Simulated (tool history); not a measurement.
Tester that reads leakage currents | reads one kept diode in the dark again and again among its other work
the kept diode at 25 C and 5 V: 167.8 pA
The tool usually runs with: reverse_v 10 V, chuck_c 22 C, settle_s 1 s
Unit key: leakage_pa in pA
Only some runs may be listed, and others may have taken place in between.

run	hour	reverse_v	chuck_c	settle_s	leakage_pa
1	0	10	22	1	171.14
2	86	10	22	1	170.34
3	234.1	7.2	22	1	148.08
4	443.8	10	57	1	1830.72
5	616.5	10	22	1	167.9
6	781.3	10	55	1	1616.48
7	904.2	10	55	1	1603.1
8	1081	10	55	1	1601.38
9	1203.4	1.9	55	1	808.59
10	1369.5	1.9	55	1	803.91
11	1479.7	1.9	55	1	799.73
12	1644.2	2.2	22	1	86.1
13	1733	10	22	1	164
# hour 1875.8: chuck's temperature calibrated
14	1946.3	10	22	1	180.98
15	2104.5	10	22	1	181.03
16	2271.2	10	22	0.96	179.43
17	2367.4	10	22	0.96	179.61
18	2524.6	10	30	1	319.56
19	2614.5	10	30	1	319.09
20	2823.9	10.9	30	1	329.57
21	3024.6	8	33	1.02	355.29
22	3235.6	3.5	22	0.41	114.21
23	3335.8	4	36	0.35	328.33
# hour 3398.4: probe card cleaned and baked
24	3458.6	4	36	0.35	324.82
# hour 3551.8: tester calibrated
25	3634.4	1.7	20	1	71.22
26	3774.2	1.7	20	1	71.14
27	3917	1.4	20	1	65.18
28	4047.2	1.4	20	1	65.16
29	4152.2	3.7	20	4.2	96.03
30	4300.2	2.7	22	1	98.37
31	4499.7	2.7	22	1	98.23
32	4585.5	4.9	42	0.5	531.67
33	4707.3	4.9	42	0.5	528.78
34	4860.4	11	22	0.82	176.4
35	5026.1	14.4	22	3.63	191.37
36	5176.9	10	22	5.69	163.9
37	5304.8	10	22	5.69	162.95
38	5488.3	3.4	51	1	796

Pick out some run-to-run changes in leakage_pa. Of each, how much would a tool without hidden state show as well, from the settings, what came in and chance, and how much is left for the hidden state and any gauge scatter not in both results compared?
The tool's hidden condition here consists of: stray current of the dirty probe card, pA a volt; current scale over the true one, %; true chuck temperature over the reading, C; drift of the gauge itself on leakage_pa, %.
Run 3 -> 4: reverse_v 7.2 -> 10, chuck_c 22 -> 57. leakage_pa +1682.64 pA: hidden state -113.15, all else +1795.79.
Run 4 -> 5: chuck_c 57 -> 22. leakage_pa -1662.82 pA: hidden state +110.29, all else -1773.11.
Run 5 -> 6: chuck_c 22 -> 55. leakage_pa +1448.58 pA: hidden state -112.99, all else +1561.57.

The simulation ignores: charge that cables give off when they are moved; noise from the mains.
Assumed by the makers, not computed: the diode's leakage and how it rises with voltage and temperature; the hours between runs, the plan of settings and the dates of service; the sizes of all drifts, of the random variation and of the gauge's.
